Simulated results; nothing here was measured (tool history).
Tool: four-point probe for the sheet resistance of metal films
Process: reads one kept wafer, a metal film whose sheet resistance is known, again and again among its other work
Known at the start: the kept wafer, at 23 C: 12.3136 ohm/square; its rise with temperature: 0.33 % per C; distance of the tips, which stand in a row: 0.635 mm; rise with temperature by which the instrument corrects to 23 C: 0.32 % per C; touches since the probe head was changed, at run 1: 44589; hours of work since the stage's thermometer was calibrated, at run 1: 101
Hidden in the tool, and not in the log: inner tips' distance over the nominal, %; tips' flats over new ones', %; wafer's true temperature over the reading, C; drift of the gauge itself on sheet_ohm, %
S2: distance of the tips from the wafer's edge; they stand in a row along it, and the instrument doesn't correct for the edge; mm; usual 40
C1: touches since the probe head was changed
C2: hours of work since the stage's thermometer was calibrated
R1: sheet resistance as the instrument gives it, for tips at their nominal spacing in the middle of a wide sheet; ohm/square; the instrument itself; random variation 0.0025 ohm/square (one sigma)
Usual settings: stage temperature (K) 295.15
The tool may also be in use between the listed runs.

{"run": 1, "hour": 0.0, "stage temperature (K)": 295.15, "S2": 40, "C1": 44589, "C2": 101, "R1": 12.313662}
{"run": 2, "hour": 15.6, "stage temperature (K)": 295.15, "S2": 61, "C1": 45288, "C2": 113, "R1": 12.313282}
{"run": 3, "hour": 33.9, "stage temperature (K)": 295.15, "S2": 61, "C1": 46105, "C2": 127, "R1": 12.313139}
{"run": 4, "hour": 46.5, "stage temperature (K)": 295.15, "S2": 61, "C1": 46670, "C2": 137, "R1": 12.31305}
{"run": 5, "hour": 64.0, "stage temperature (K)": 295.15, "S2": 61, "C1": 47454, "C2": 150, "R1": 12.313938}
{"run": 6, "hour": 80.6, "stage temperature (K)": 295.15, "S2": 61, "C1": 48196, "C2": 163, "R1": 12.316555}
{"run": 7, "hour": 99.8, "stage temperature (K)": 295.15, "S2": 7, "C1": 49056, "C2": 178, "R1": 12.369218}
{"run": 8, "hour": 110.8, "stage temperature (K)": 295.15, "S2": 7, "C1": 49548, "C2": 186, "R1": 12.370054}
{"run": 9, "hour": 137.2, "stage temperature (K)": 295.15, "S2": 7, "C1": 50726, "C2": 207, "R1": 12.366711}
{"run": 10, "hour": 161.6, "stage temperature (K)": 295.15, "S2": 7, "C1": 51817, "C2": 225, "R1": 12.371715}
{"run": 11, "hour": 175.9, "stage temperature (K)": 299.15, "S2": 4, "C1": 52460, "C2": 237, "R1": 12.481924}
{"run": 12, "hour": 198.8, "stage temperature (K)": 299.15, "S2": 4, "C1": 53481, "C2": 254, "R1": 12.480903}
{"run": 13, "hour": 213.7, "stage temperature (K)": 306.15, "S2": 40, "C1": 54151, "C2": 266, "R1": 12.326638}
{"run": 14, "hour": 239.9, "stage temperature (K)": 306.15, "S2": 40, "C1": 55321, "C2": 286, "R1": 12.325785}
{"run": 15, "hour": 257.3, "stage temperature (K)": 299.15, "S2": 10, "C1": 56100, "C2": 299, "R1": 12.346838}

Run 16 comes next. What will it give?
{"run": 16, "hour": 281.1, "stage temperature (K)": 294.15, "S2": 7, "C1": 57164, "C2": 318, "R1": "?"}

R1: 12.364591 ohm/square
Without the tool's hidden state the same run would have given R1 12.364141 ohm/square.
